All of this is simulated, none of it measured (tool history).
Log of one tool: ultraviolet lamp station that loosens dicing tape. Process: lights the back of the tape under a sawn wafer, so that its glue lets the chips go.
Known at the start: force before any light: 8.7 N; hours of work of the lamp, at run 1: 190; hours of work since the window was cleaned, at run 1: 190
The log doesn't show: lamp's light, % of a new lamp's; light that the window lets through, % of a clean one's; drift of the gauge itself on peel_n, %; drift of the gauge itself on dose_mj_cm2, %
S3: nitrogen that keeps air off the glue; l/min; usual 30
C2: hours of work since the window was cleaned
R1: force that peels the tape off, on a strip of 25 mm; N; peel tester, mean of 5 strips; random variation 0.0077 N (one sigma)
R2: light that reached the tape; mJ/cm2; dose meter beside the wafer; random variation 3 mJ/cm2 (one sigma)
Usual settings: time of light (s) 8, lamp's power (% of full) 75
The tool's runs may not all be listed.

run 1 hour=0 | time_of_light_(s)=8 lamp's_power_(%_of_full)=75 S3=30 | hours_of_work_of_the_lamp=190 C2=190 | R1=0.4 R2=386
run 2 hour=49.7 | time_of_light_(s)=8 lamp's_power_(%_of_full)=75 S3=30 | hours_of_work_of_the_lamp=227 C2=227 | R1=0.414 R2=378
run 3 hour=107.7 | time_of_light_(s)=8 lamp's_power_(%_of_full)=75 S3=30 | hours_of_work_of_the_lamp=270 C2=270 | R1=0.448 R2=366
-- hour=138.5 window cleaned of glue's vapour
run 4 hour=149.7 | time_of_light_(s)=8 lamp's_power_(%_of_full)=75 S3=30 | hours_of_work_of_the_lamp=301 C2=8 | R1=0.393 R2=399
run 5 hour=213.8 | time_of_light_(s)=8 lamp's_power_(%_of_full)=75 S3=30 | hours_of_work_of_the_lamp=349 C2=56 | R1=0.401 R2=375
run 6 hour=290.9 | time_of_light_(s)=8 lamp's_power_(%_of_full)=80 S3=30 | hours_of_work_of_the_lamp=406 C2=114 | R1=0.418 R2=395
run 7 hour=351.3 | time_of_light_(s)=4 lamp's_power_(%_of_full)=75 S3=30 | hours_of_work_of_the_lamp=451 C2=159 | R1=1.889 R2=178
run 8 hour=405 | time_of_light_(s)=8 lamp's_power_(%_of_full)=75 S3=30 | hours_of_work_of_the_lamp=491 C2=199 | R1=0.51 R2=343
run 9 hour=481.1 | time_of_light_(s)=8 lamp's_power_(%_of_full)=100 S3=30 | hours_of_work_of_the_lamp=548 C2=255 | R1=0.336 R2=428
-- hour=525.1 window cleaned of glue's vapour
run 10 hour=525.1 | time_of_light_(s)=8 lamp's_power_(%_of_full)=100 S3=30 | hours_of_work_of_the_lamp=580 C2=0 | R1=0.269 R2=464
run 11 hour=583.4 | time_of_light_(s)=14 lamp's_power_(%_of_full)=75 S3=30 | hours_of_work_of_the_lamp=624 C2=43 | R1=0.193 R2=596
run 12 hour=655.6 | time_of_light_(s)=14 lamp's_power_(%_of_full)=75 S3=30 | hours_of_work_of_the_lamp=677 C2=97 | R1=0.211 R2=568
run 13 hour=719.1 | time_of_light_(s)=8 lamp's_power_(%_of_full)=75 S3=13 | hours_of_work_of_the_lamp=725 C2=145 | R1=0.971 R2=311
run 14 hour=819.8 | time_of_light_(s)=8 lamp's_power_(%_of_full)=74 S3=30 | hours_of_work_of_the_lamp=800 C2=220 | R1=0.792 R2=283
run 15 hour=893.4 | time_of_light_(s)=8 lamp's_power_(%_of_full)=74 S3=30 | hours_of_work_of_the_lamp=855 C2=274 | R1=0.917 R2=264
-- hour=915.1 window cleaned of glue's vapour
-- hour=951.8 lamp changed
run 16 hour=956.5 | time_of_light_(s)=6 lamp's_power_(%_of_full)=75 S3=30 | hours_of_work_of_the_lamp=3 C2=30 | R1=0.548 R2=336
run 17 hour=1029.6 | time_of_light_(s)=6 lamp's_power_(%_of_full)=75 S3=30 | hours_of_work_of_the_lamp=58 C2=85 | R1=0.619 R2=316
run 18 hour=1120.3 | time_of_light_(s)=6 lamp's_power_(%_of_full)=75 S3=30 | hours_of_work_of_the_lamp=126 C2=152 | R1=0.693 R2=306
run 19 hour=1203.8 | time_of_light_(s)=6 lamp's_power_(%_of_full)=75 S3=30 | hours_of_work_of_the_lamp=188 C2=214 | R1=0.767 R2=285
run 20 hour=1270.5 | time_of_light_(s)=6 lamp's_power_(%_of_full)=75 S3=30 | hours_of_work_of_the_lamp=237 C2=264 | R1=0.846 R2=273
-- hour=1305.3 window cleaned of glue's vapour
run 21 hour=1337 | time_of_light_(s)=15 lamp's_power_(%_of_full)=92 S3=49 | hours_of_work_of_the_lamp=287 C2=24 | R1=0.171 R2=921
run 22 hour=1403.4 | time_of_light_(s)=8 lamp's_power_(%_of_full)=99 S3=13 | hours_of_work_of_the_lamp=336 C2=73 | R1=0.34 R2=506
run 23 hour=1446 | time_of_light_(s)=11 lamp's_power_(%_of_full)=81 S3=46 | hours_of_work_of_the_lamp=368 C2=105 | R1=0.191 R2=557
run 24 hour=1538.8 | time_of_light_(s)=11 lamp's_power_(%_of_full)=81 S3=46 | hours_of_work_of_the_lamp=437 C2=174 | R1=0.206 R2=530
run 25 hour=1622.3 | time_of_light_(s)=14 lamp's_power_(%_of_full)=68 S3=30 | hours_of_work_of_the_lamp=499 C2=236 | R1=0.214 R2=535
run 26 hour=1676.8 | time_of_light_(s)=13 lamp's_power_(%_of_full)=75 S3=30 | hours_of_work_of_the_lamp=540 C2=277 | R1=0.231 R2=525
-- hour=1696.7 window cleaned of glue's vapour
run 27 hour=1774.3 | time_of_light_(s)=4 lamp's_power_(%_of_full)=92 S3=52 | hours_of_work_of_the_lamp=612 C2=58 | R1=1.195 R2=211
run 28 hour=1837.7 | time_of_light_(s)=10 lamp's_power_(%_of_full)=70 S3=30 | hours_of_work_of_the_lamp=659 C2=105 | R1=0.396 R2=386
run 29 hour=1889.2 | time_of_light_(s)=5 lamp's_power_(%_of_full)=70 S3=41 | hours_of_work_of_the_lamp=698 C2=143 | R1=1.548 R2=187
run 30 hour=1987.3 | time_of_light_(s)=5 lamp's_power_(%_of_full)=70 S3=41 | hours_of_work_of_the_lamp=771 C2=217 | R1=1.76 R2=173
-- hour=2083 window cleaned of glue's vapour
run 31 hour=2083.4 | time_of_light_(s)=5 lamp's_power_(%_of_full)=70 S3=41 | hours_of_work_of_the_lamp=842 C2=0 | R1=1.571 R2=182
-- hour=2152.7 lamp changed
run 32 hour=2172.8 | time_of_light_(s)=5 lamp's_power_(%_of_full)=84 S3=41 | hours_of_work_of_the_lamp=15 C2=66 | R1=0.586 R2=303
run 33 hour=2247.3 | time_of_light_(s)=5 lamp's_power_(%_of_full)=84 S3=41 | hours_of_work_of_the_lamp=70 C2=122 | R1=0.662 R2=291
run 34 hour=2344.3 | time_of_light_(s)=5 lamp's_power_(%_of_full)=84 S3=41 | hours_of_work_of_the_lamp=143 C2=194 | R1=0.705 R2=277
run 35 hour=2416 | time_of_light_(s)=9 lamp's_power_(%_of_full)=84 S3=23 | hours_of_work_of_the_lamp=196 C2=247 | R1=0.299 R2=475
-- hour=2473.1 window cleaned of glue's vapour
run 36 hour=2500.2 | time_of_light_(s)=9 lamp's_power_(%_of_full)=84 S3=34 | hours_of_work_of_the_lamp=259 C2=20 | R1=0.223 R2=513
run 37 hour=2599.2 | time_of_light_(s)=8 lamp's_power_(%_of_full)=94 S3=23 | hours_of_work_of_the_lamp=332 C2=94 | R1=0.295 R2=484

Forecast each of these 3 alternatives for the next run:
run A hour=2658 | time_of_light_(s)=10 lamp's_power_(%_of_full)=75 S3=11 | hours_of_work_of_the_lamp=376 C2=138 | R1=? R2=?
run B hour=2658 | time_of_light_(s)=5 lamp's_power_(%_of_full)=75 S3=30 | hours_of_work_of_the_lamp=376 C2=138 | R1=? R2=?
run C hour=2658 | time_of_light_(s)=5 lamp's_power_(%_of_full)=98 S3=11 | hours_of_work_of_the_lamp=376 C2=138 | R1=? R2=?

run=A R1=0.441 R2=471
run=B R1=1.136 R2=232
run=C R1=1.083 R2=300
Without the tool's hidden state the same runs would have given:
run=A R1=0.288 R2=576
run=B R1=0.757 R2=284
run=C R1=0.721 R2=368
